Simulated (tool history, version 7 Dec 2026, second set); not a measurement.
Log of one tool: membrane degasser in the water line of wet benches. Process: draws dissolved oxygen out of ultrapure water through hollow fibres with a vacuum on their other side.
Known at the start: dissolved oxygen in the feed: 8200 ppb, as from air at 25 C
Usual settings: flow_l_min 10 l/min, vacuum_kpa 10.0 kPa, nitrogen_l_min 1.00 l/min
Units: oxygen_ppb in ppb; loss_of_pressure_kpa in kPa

run 1 day=0.000 | flow_l_min=10 vacuum_kpa=10.0 nitrogen_l_min=1.00 | oxygen_ppb=166.8 loss_of_pressure_kpa=43.03
run 2 day=7.150 | flow_l_min=10 vacuum_kpa=10.0 nitrogen_l_min=1.00 | oxygen_ppb=166.8 loss_of_pressure_kpa=43.63
run 3 day=18.838 | flow_l_min=10 vacuum_kpa=10.0 nitrogen_l_min=1.03 | oxygen_ppb=163.1 loss_of_pressure_kpa=42.89
run 4 day=26.729 | flow_l_min=10 vacuum_kpa=10.0 nitrogen_l_min=1.00 | oxygen_ppb=165.6 loss_of_pressure_kpa=43.24
run 5 day=35.879 | flow_l_min=10 vacuum_kpa=18.5 nitrogen_l_min=1.00 | oxygen_ppb=357.5 loss_of_pressure_kpa=43.22
run 6 day=43.900 | flow_l_min=10 vacuum_kpa=18.5 nitrogen_l_min=1.00 | oxygen_ppb=356.7 loss_of_pressure_kpa=42.92
run 7 day=56.683 | flow_l_min=15 vacuum_kpa=9.8 nitrogen_l_min=1.00 | oxygen_ppb=243.3 loss_of_pressure_kpa=65.14
run 8 day=67.054 | flow_l_min=11 vacuum_kpa=7.3 nitrogen_l_min=2.24 | oxygen_ppb=59.8 loss_of_pressure_kpa=47.30
run 9 day=72.862 | flow_l_min=12 vacuum_kpa=18.4 nitrogen_l_min=1.00 | oxygen_ppb=420.5 loss_of_pressure_kpa=51.58
run 10 day=79.338 | flow_l_min=12 vacuum_kpa=6.2 nitrogen_l_min=2.39 | oxygen_ppb=50.0 loss_of_pressure_kpa=51.86
run 11 day=88.442 | flow_l_min=12 vacuum_kpa=10.0 nitrogen_l_min=1.27 | oxygen_ppb=163.5 loss_of_pressure_kpa=51.34

Forecast each of these 5 alternatives for the next run:
run A day=96.283 | flow_l_min=6 vacuum_kpa=8.1 nitrogen_l_min=0.92 | oxygen_ppb=? loss_of_pressure_kpa=?
run B day=96.283 | flow_l_min=10 vacuum_kpa=10.0 nitrogen_l_min=2.67 | oxygen_ppb=? loss_of_pressure_kpa=?
run C day=96.283 | flow_l_min=10 vacuum_kpa=10.0 nitrogen_l_min=1.21 | oxygen_ppb=? loss_of_pressure_kpa=?
run D day=96.283 | flow_l_min=15 vacuum_kpa=10.0 nitrogen_l_min=0.83 | oxygen_ppb=? loss_of_pressure_kpa=?
run E day=96.283 | flow_l_min=12 vacuum_kpa=10.0 nitrogen_l_min=2.74 | oxygen_ppb=? loss_of_pressure_kpa=?

run=A oxygen_ppb=78.8 loss_of_pressure_kpa=26.02
run=B oxygen_ppb=70.3 loss_of_pressure_kpa=43.12
run=C oxygen_ppb=140.7 loss_of_pressure_kpa=43.28
run=D oxygen_ppb=290.8 loss_of_pressure_kpa=65.00
run=E oxygen_ppb=85.2 loss_of_pressure_kpa=52.31
Without the tool's hidden state the same runs would have given:
run=A oxygen_ppb=78.7 loss_of_pressure_kpa=25.99
run=B oxygen_ppb=70.1 loss_of_pressure_kpa=43.07
run=C oxygen_ppb=140.5 loss_of_pressure_kpa=43.24
run=D oxygen_ppb=290.5 loss_of_pressure_kpa=64.93
run=E oxygen_ppb=85.1 loss_of_pressure_kpa=52.26

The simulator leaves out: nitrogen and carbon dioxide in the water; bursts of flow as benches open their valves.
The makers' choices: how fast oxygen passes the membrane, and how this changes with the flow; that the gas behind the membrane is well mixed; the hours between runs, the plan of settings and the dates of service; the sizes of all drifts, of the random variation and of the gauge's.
